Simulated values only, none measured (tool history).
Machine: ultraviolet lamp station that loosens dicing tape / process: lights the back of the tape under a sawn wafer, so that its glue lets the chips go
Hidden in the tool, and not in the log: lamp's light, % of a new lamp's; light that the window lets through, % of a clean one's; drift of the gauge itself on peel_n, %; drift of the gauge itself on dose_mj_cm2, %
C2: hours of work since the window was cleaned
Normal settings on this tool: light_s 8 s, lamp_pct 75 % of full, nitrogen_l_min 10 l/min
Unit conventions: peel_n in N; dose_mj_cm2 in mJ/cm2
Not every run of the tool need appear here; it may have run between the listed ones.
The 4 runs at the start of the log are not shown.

run 5 hour=228.7 | light_s=8 lamp_pct=75 nitrogen_l_min=10 | hours_of_work_of_the_lamp=364 C2=274 | peel_n=1.007 dose_mj_cm2=350
run 6 hour=258.2 | light_s=8 lamp_pct=75 nitrogen_l_min=10 | hours_of_work_of_the_lamp=384 C2=294 | peel_n=1.002 dose_mj_cm2=345
run 7 hour=323 | light_s=8 lamp_pct=75 nitrogen_l_min=10 | hours_of_work_of_the_lamp=427 C2=337 | peel_n=1.054 dose_mj_cm2=339
run 8 hour=382.9 | light_s=8 lamp_pct=75 nitrogen_l_min=10 | hours_of_work_of_the_lamp=467 C2=378 | peel_n=1.047 dose_mj_cm2=340
-- hour=429.2 window cleaned of glue's vapour
run 9 hour=450.3 | light_s=8 lamp_pct=75 nitrogen_l_min=10 | hours_of_work_of_the_lamp=512 C2=14 | peel_n=1.29 dose_mj_cm2=316
run 10 hour=518.7 | light_s=8 lamp_pct=75 nitrogen_l_min=10 | hours_of_work_of_the_lamp=558 C2=60 | peel_n=1.291 dose_mj_cm2=308
run 11 hour=578.5 | light_s=8 lamp_pct=75 nitrogen_l_min=13 | hours_of_work_of_the_lamp=598 C2=100 | peel_n=1.231 dose_mj_cm2=304
run 12 hour=626.9 | light_s=15 lamp_pct=75 nitrogen_l_min=10 | hours_of_work_of_the_lamp=631 C2=133 | peel_n=0.297 dose_mj_cm2=563
run 13 hour=664.9 | light_s=15 lamp_pct=75 nitrogen_l_min=10 | hours_of_work_of_the_lamp=656 C2=158 | peel_n=0.314 dose_mj_cm2=555
run 14 hour=720.8 | light_s=15 lamp_pct=75 nitrogen_l_min=10 | hours_of_work_of_the_lamp=694 C2=196 | peel_n=0.326 dose_mj_cm2=541
run 15 hour=758.8 | light_s=8 lamp_pct=75 nitrogen_l_min=10 | hours_of_work_of_the_lamp=719 C2=221 | peel_n=1.525 dose_mj_cm2=283
run 16 hour=813 | light_s=8 lamp_pct=75 nitrogen_l_min=5 | hours_of_work_of_the_lamp=756 C2=258 | peel_n=2.099 dose_mj_cm2=281
-- hour=840.7 window cleaned of glue's vapour, once more
run 17 hour=845.9 | light_s=8 lamp_pct=75 nitrogen_l_min=10 | hours_of_work_of_the_lamp=778 C2=4 | peel_n=1.025 dose_mj_cm2=340
run 18 hour=917.4 | light_s=8 lamp_pct=75 nitrogen_l_min=10 | hours_of_work_of_the_lamp=826 C2=52 | peel_n=1.077 dose_mj_cm2=331
run 19 hour=975.6 | light_s=8 lamp_pct=75 nitrogen_l_min=10 | hours_of_work_of_the_lamp=865 C2=91 | peel_n=1.133 dose_mj_cm2=327
run 20 hour=1015.9 | light_s=5 lamp_pct=83 nitrogen_l_min=4 | hours_of_work_of_the_lamp=892 C2=118 | peel_n=3.23 dose_mj_cm2=224
run 21 hour=1052.9 | light_s=5 lamp_pct=83 nitrogen_l_min=4 | hours_of_work_of_the_lamp=917 C2=143 | peel_n=3.251 dose_mj_cm2=218

Expected results for the next run?
run 22 hour=1123.1 | light_s=5 lamp_pct=83 nitrogen_l_min=4 | hours_of_work_of_the_lamp=964 C2=190 | peel_n=? dose_mj_cm2=?

peel_n: 3.343 N
dose_mj_cm2: 219 mJ/cm2
Minus the tool's unlogged condition, the same run would have read peel_n 2.383 N, dose_mj_cm2 281 mJ/cm2.
